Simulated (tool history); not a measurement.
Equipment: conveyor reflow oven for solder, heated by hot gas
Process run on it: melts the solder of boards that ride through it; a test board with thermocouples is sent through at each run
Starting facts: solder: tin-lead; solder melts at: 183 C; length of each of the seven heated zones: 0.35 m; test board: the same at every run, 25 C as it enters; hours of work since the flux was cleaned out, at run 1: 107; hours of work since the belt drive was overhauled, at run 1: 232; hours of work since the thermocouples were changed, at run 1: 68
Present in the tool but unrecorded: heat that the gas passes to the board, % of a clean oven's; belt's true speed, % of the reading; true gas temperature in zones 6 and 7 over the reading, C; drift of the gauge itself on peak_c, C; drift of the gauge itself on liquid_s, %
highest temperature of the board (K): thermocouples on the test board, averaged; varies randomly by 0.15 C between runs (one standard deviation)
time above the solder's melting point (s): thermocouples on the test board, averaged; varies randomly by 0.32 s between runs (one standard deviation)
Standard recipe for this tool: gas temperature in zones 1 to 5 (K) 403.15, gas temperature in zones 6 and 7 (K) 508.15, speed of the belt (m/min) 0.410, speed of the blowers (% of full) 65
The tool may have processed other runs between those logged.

run	hour	gas temperature in zones 1 to 5 (K)	gas temperature in zones 6 and 7 (K)	speed of the belt (m/min)	speed of the blowers (% of full)	hours of work since the flux was cleaned out	hours of work since the belt drive was overhauled	hours of work since the thermocouples were changed	highest temperature of the board (K)	time above the solder's melting point (s)
1	0.0	403.15	508.15	0.410	65	107	232	68	487.75	69.7
2	7.1	406.15	508.15	0.410	65	110	235	72	488.25	71.1
3	17.7	406.15	508.15	0.410	65	115	240	76	488.05	71.9
4	24.2	403.15	508.15	0.449	65	118	243	79	483.95	58.6
5	31.2	403.15	508.15	0.449	65	121	246	82	483.75	58.0
6	40.6	403.15	508.15	0.332	65	125	250	86	494.85	97.6
7	52.1	403.15	508.15	0.332	65	130	255	92	494.55	97.1
8	60.5	403.15	508.15	0.332	65	134	259	95	494.85	97.1
9	66.6	403.15	508.15	0.332	65	137	262	98	494.55	97.7
10	72.2	403.15	513.15	0.332	65	139	264	101	499.55	102.0
11	84.5	403.15	513.15	0.332	65	145	270	106	499.55	102.6
12	92.2	403.15	513.15	0.410	65	148	273	109	491.95	73.9
13	97.5	407.15	508.15	0.382	65	151	275	112	490.65	80.9
14	104.0	407.15	508.15	0.382	65	154	278	115	490.95	81.0
# hour 109.8: flux residue cleaned out of gas plates and filters
15	118.6	407.15	508.15	0.382	65	4	283	119	490.15	79.8
16	130.3	404.15	518.15	0.410	65	9	288	124	495.65	77.8
# hour 148.2: flux residue cleaned out of gas plates and filters, once more
17	148.2	414.15	508.15	0.410	52	0	294	130	487.75	74.0
18	158.3	407.15	508.15	0.405	52	4	298	134	486.25	69.8
19	168.1	407.15	508.15	0.405	52	9	302	139	486.55	70.1
20	180.5	407.15	508.15	0.405	52	14	308	144	486.45	70.4
21	189.7	405.15	508.15	0.410	75	18	312	148	490.75	74.4

Forecast each of these 3 alternatives for the next run:
A	202.4	391.15	509.15	0.410	75	24	318	154	?	?
B	202.4	405.15	508.15	0.426	70	24	318	154	?	?
C	202.4	400.15	504.15	0.410	63	24	318	154	?	?

run	highest temperature of the board (K)	time above the solder's melting point (s)
A	489.05	67.1
B	488.35	68.9
C	483.55	63.9
With no hidden state in the tool, these same runs would have given:
run	highest temperature of the board (K)	time above the solder's melting point (s)
A	488.55	66.1
B	487.85	67.9
C	483.05	62.9
